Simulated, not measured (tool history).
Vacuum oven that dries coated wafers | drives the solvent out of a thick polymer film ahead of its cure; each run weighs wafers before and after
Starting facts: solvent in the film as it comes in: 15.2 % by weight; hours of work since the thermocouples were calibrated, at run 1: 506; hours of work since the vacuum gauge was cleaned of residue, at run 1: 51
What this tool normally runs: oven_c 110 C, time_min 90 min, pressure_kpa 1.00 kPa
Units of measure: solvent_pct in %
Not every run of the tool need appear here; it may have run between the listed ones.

run,day,oven_c,time_min,pressure_kpa,hours of work since the thermocouples were calibrated,hours of work since the vacuum gauge was cleaned of residue,solvent_pct
1,0.000,110,90,1.00,506,51,1.33
2,1.988,110,90,1.00,537,83,1.30
3,4.367,110,90,1.00,575,121,1.33
# day 7.592: oven's thermocouples calibrated
4,8.333,110,90,1.00,12,183,1.47
5,11.662,110,159,1.00,65,236,0.81
6,15.296,110,159,1.00,123,294,0.79
7,19.362,110,159,1.00,187,358,0.79
8,21.092,110,159,1.00,215,386,0.80
9,25.033,110,159,1.00,278,449,0.81
10,28.054,110,159,1.00,326,497,0.81
11,30.058,110,159,1.00,358,529,0.81
12,32.212,110,159,1.00,392,563,0.80
13,35.842,110,82,1.00,450,621,1.64
14,39.954,110,112,1.00,515,686,1.07
15,42.071,108,90,1.24,549,720,1.92
16,45.929,108,90,0.52,610,781,1.47
# day 47.050: oven's thermocouples calibrated
17,48.704,113,58,0.85,26,824,2.05
18,51.762,113,58,0.85,75,873,2.06
19,54.692,109,133,2.70,122,919,2.26
20,57.942,109,133,2.22,173,971,1.91
21,60.221,109,133,2.22,210,1007,1.90
22,63.046,114,149,1.00,255,1052,0.71

What will run 23 give?
23,65.838,121,122,0.60,299,1097,?

Run 23 came out at solvent_pct 0.36 %.
The same run, on a tool lacking any hidden state, would have yielded solvent_pct 0.27 %.

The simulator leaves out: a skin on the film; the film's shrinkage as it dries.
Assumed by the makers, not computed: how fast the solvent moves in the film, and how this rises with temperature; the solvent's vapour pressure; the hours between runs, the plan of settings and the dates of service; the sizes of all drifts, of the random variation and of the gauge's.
